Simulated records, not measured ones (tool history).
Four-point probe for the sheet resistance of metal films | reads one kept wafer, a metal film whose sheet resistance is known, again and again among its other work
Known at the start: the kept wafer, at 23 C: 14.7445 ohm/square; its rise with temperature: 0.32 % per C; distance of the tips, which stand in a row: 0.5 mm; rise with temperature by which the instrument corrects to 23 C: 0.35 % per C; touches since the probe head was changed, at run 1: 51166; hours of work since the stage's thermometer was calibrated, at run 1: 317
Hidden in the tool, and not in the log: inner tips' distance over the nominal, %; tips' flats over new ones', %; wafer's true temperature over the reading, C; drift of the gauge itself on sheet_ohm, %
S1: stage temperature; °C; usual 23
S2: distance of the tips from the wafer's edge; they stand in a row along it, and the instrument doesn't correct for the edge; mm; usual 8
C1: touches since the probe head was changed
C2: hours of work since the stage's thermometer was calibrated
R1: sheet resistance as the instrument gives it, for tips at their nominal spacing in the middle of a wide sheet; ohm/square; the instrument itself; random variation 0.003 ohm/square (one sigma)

| run | hour | S1 | S2 | C1 | C2 | R1 |
|---|---|---|---|---|---|---|
| 1 | 0 | 23 | 8 | 51166 | 317 | 14.723384 |
| 2 | 21.3 | 29 | 8 | 52232 | 330 | 14.693158 |
| 3 | 31 | 23 | 13 | 52717 | 336 | 14.701419 |
| 4 | 49.3 | 29 | 13 | 53631 | 347 | 14.677683 |
| 5 | 60.9 | 29 | 13 | 54210 | 354 | 14.673052 |
| 6 | 70 | 23 | 8 | 54666 | 360 | 14.72313 |
| 7 | 81.1 | 23 | 8 | 55218 | 366 | 14.717261 |
| 8 | 97.7 | 23 | 9 | 56048 | 376 | 14.713314 |
| 9 | 114 | 23 | 60 | 56864 | 386 | 14.692264 |
| 10 | 128.3 | 34 | 8 | 57577 | 395 | 14.673309 |
| 11 | 150.2 | 34 | 8 | 58671 | 408 | 14.674179 |
| 12 | 162.8 | 34 | 8 | 59302 | 416 | 14.678543 |
| 13 | 176.9 | 23 | 8 | 60006 | 424 | 14.717146 |
| 14 | 192.1 | 23 | 8 | 60763 | 433 | 14.726955 |
| 15 | 204.5 | 23 | 8 | 61384 | 441 | 14.721914 |
| 16 | 216 | 23 | 8 | 61960 | 448 | 14.726548 |
| 17 | 235.9 | 23 | 8 | 62952 | 460 | 14.725295 |
| 18 | 246.5 | 32 | 8 | 63484 | 466 | 14.679838 |
| 19 | 265.1 | 21 | 11 | 64411 | 478 | 14.719403 |
| 20 | 284.8 | 30 | 26 | 65394 | 489 | 14.662964 |
| 21 | 304.6 | 19 | 9 | 66387 | 501 | 14.739891 |
| 22 | 317.5 | 19 | 9 | 67031 | 509 | 14.732781 |
| 23 | 338 | 18 | 4 | 68057 | 522 | 14.839417 |
| 24 | 354.7 | 32 | 4 | 68889 | 532 | 14.77413 |
| 25 | 365.6 | 33 | 9 | 69433 | 538 | 14.67086 |
| 26 | 379.6 | 27 | 7 | 70131 | 547 | 14.717508 |
| 27 | 401.1 | 21 | 7 | 71206 | 560 | 14.739989 |
| 28 | 411.5 | 25 | 19 | 71725 | 566 | 14.688491 |
| 29 | 424 | 25 | 19 | 72352 | 574 | 14.684642 |
| 30 | 435.7 | 25 | 19 | 72936 | 581 | 14.687401 |
| 31 | 455.3 | 31 | 28 | 73915 | 593 | 14.65548 |
| 32 | 473.7 | 30 | 35 | 74835 | 604 | 14.673628 |
| 33 | 491.3 | 19 | 26 | 75716 | 614 | 14.723449 |
| 34 | 506.2 | 29 | 26 | 76461 | 623 | 14.671238 |
| 35 | 520.1 | 34 | 42 | 77153 | 632 | 14.641626 |
| 36 | 536.6 | 34 | 42 | 77976 | 642 | 14.647742 |

Hidden state or all else? Some run-to-run changes of R1, split into what the settings, what came in and random variation would give without the hidden state, and what is left for the hidden state (with any gauge scatter that isn't in both results):
Run 19 -> 20: S1 21 -> 30, S2 11 -> 26. R1 -0.056439 ohm/square: hidden state +0.000567, all else -0.057006.
Run 20 -> 21: S1 30 -> 19, S2 26 -> 9. R1 +0.076927 ohm/square: hidden state -0.00015, all else +0.077077.
Run 22 -> 23: S1 19 -> 18, S2 9 -> 4. R1 +0.106636 ohm/square: hidden state -0.000038, all else +0.106674.
Run 23 -> 24: S1 18 -> 32. R1 -0.065287 ohm/square: hidden state +0.000698, all else -0.065985.
Run 24 -> 25: S1 32 -> 33, S2 4 -> 9. R1 -0.10327 ohm/square: hidden state +0.000506, all else -0.103776.
Run 33 -> 34: S1 19 -> 29. R1 -0.052211 ohm/square: hidden state +0.000559, all else -0.05277.

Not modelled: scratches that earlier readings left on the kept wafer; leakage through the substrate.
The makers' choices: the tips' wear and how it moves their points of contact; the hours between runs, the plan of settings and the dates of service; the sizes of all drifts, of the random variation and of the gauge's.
